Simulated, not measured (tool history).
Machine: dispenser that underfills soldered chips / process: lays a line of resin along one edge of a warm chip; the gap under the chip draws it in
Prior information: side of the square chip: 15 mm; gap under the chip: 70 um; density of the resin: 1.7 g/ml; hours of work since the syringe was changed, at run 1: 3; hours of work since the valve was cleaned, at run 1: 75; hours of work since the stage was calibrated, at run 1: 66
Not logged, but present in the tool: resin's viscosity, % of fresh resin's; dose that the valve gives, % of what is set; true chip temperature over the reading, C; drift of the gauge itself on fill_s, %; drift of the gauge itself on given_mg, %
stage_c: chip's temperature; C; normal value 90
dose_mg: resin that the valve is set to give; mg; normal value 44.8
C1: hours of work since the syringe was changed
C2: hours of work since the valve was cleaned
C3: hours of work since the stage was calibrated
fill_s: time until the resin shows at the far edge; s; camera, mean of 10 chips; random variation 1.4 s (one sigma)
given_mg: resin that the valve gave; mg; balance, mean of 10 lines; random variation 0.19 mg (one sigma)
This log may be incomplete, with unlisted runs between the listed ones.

{"run": 1, "hour": 0.0, "stage_c": 90, "dose_mg": 44.8, "C1": 3, "C2": 75, "C3": 66, "fill_s": 173.4, "given_mg": 41.23}
{"run": 2, "hour": 5.0, "stage_c": 90, "dose_mg": 44.8, "C1": 6, "C2": 78, "C3": 69, "fill_s": 217.2, "given_mg": 41.46}
{"run": 3, "hour": 8.5, "stage_c": 90, "dose_mg": 54.9, "C1": 8, "C2": 80, "C3": 71, "fill_s": 249.2, "given_mg": 50.88}
{"hour": 13.3, "done": "dispensing valve cleaned and set on the balance"}
{"hour": 14.1, "done": "new syringe of resin"}
{"run": 4, "hour": 14.1, "stage_c": 99, "dose_mg": 44.8, "C1": 0, "C2": 0, "C3": 74, "fill_s": 108.9, "given_mg": 45.09}
{"run": 5, "hour": 20.2, "stage_c": 90, "dose_mg": 50.3, "C1": 4, "C2": 4, "C3": 78, "fill_s": 182.3, "given_mg": 50.15}
{"run": 6, "hour": 24.6, "stage_c": 90, "dose_mg": 44.8, "C1": 7, "C2": 7, "C3": 81, "fill_s": 230.8, "given_mg": 44.54}
{"run": 7, "hour": 29.0, "stage_c": 90, "dose_mg": 44.8, "C1": 9, "C2": 10, "C3": 83, "fill_s": 273.7, "given_mg": 43.64}
{"hour": 32.0, "done": "new syringe of resin"}
{"run": 8, "hour": 35.9, "stage_c": 90, "dose_mg": 44.8, "C1": 2, "C2": 14, "C3": 88, "fill_s": 166.7, "given_mg": 44.35}
{"run": 9, "hour": 39.0, "stage_c": 90, "dose_mg": 44.8, "C1": 4, "C2": 16, "C3": 89, "fill_s": 195.4, "given_mg": 43.89}
{"run": 10, "hour": 43.3, "stage_c": 90, "dose_mg": 44.8, "C1": 7, "C2": 19, "C3": 92, "fill_s": 240.2, "given_mg": 43.92}
{"run": 11, "hour": 48.5, "stage_c": 90, "dose_mg": 44.8, "C1": 10, "C2": 22, "C3": 96, "fill_s": 295.9, "given_mg": 43.86}
{"hour": 49.9, "done": "new syringe of resin"}
{"run": 12, "hour": 54.2, "stage_c": 90, "dose_mg": 44.8, "C1": 3, "C2": 25, "C3": 99, "fill_s": 169.6, "given_mg": 43.48}
{"run": 13, "hour": 56.9, "stage_c": 90, "dose_mg": 44.8, "C1": 4, "C2": 27, "C3": 101, "fill_s": 191.9, "given_mg": 43.52}
{"run": 14, "hour": 63.7, "stage_c": 90, "dose_mg": 44.8, "C1": 9, "C2": 31, "C3": 105, "fill_s": 260, "given_mg": 43.22}
{"hour": 67.5, "done": "new syringe of resin"}
{"run": 15, "hour": 68.4, "stage_c": 90, "dose_mg": 38.1, "C1": 1, "C2": 34, "C3": 108, "fill_s": 155.9, "given_mg": 36.51}
{"run": 16, "hour": 73.0, "stage_c": 90, "dose_mg": 44.8, "C1": 4, "C2": 37, "C3": 111, "fill_s": 182.6, "given_mg": 43.17}
{"run": 17, "hour": 79.2, "stage_c": 90, "dose_mg": 44.8, "C1": 7, "C2": 41, "C3": 115, "fill_s": 239.8, "given_mg": 42.8}
{"run": 18, "hour": 82.6, "stage_c": 90, "dose_mg": 44.8, "C1": 10, "C2": 43, "C3": 117, "fill_s": 275.6, "given_mg": 42.85}
{"hour": 85.2, "done": "new syringe of resin"}
{"run": 19, "hour": 88.8, "stage_c": 90, "dose_mg": 44.8, "C1": 2, "C2": 47, "C3": 121, "fill_s": 162.6, "given_mg": 42.76}
{"run": 20, "hour": 92.7, "stage_c": 78, "dose_mg": 47.7, "C1": 5, "C2": 49, "C3": 123, "fill_s": 288.4, "given_mg": 45.53}
{"run": 21, "hour": 96.8, "stage_c": 82, "dose_mg": 45.9, "C1": 7, "C2": 52, "C3": 126, "fill_s": 300.3, "given_mg": 43.69}
{"run": 22, "hour": 101.3, "stage_c": 102, "dose_mg": 39.6, "C1": 10, "C2": 55, "C3": 128, "fill_s": 199.8, "given_mg": 37.25}
{"hour": 102.8, "done": "new syringe of resin"}
{"run": 23, "hour": 107.7, "stage_c": 94, "dose_mg": 51, "C1": 3, "C2": 59, "C3": 132, "fill_s": 155, "given_mg": 48.25}
{"run": 24, "hour": 113.7, "stage_c": 94, "dose_mg": 51, "C1": 7, "C2": 63, "C3": 136, "fill_s": 200, "given_mg": 47.71}
{"run": 25, "hour": 117.9, "stage_c": 86, "dose_mg": 52.9, "C1": 10, "C2": 65, "C3": 139, "fill_s": 309.4, "given_mg": 49.37}
{"hour": 120.5, "done": "new syringe of resin"}
{"run": 26, "hour": 121.1, "stage_c": 86, "dose_mg": 39.9, "C1": 0, "C2": 67, "C3": 141, "fill_s": 170.4, "given_mg": 37.27}
{"run": 27, "hour": 126.9, "stage_c": 86, "dose_mg": 39.9, "C1": 4, "C2": 71, "C3": 144, "fill_s": 220.8, "given_mg": 37.21}
{"run": 28, "hour": 132.1, "stage_c": 86, "dose_mg": 47.8, "C1": 7, "C2": 74, "C3": 148, "fill_s": 268.6, "given_mg": 44.29}

The next listed run, before its measurement:
{"hour": 138.1, "done": "new syringe of resin"}
{"run": 29, "hour": 138.1, "stage_c": 86, "dose_mg": 47.8, "C1": 0, "C2": 78, "C3": 151, "fill_s": "?", "given_mg": "?"}

fill_s: 162.5 s
given_mg: 44.1 mg
Minus the tool's unlogged condition, the same run would have read fill_s 161 s, given_mg 47.83 mg.

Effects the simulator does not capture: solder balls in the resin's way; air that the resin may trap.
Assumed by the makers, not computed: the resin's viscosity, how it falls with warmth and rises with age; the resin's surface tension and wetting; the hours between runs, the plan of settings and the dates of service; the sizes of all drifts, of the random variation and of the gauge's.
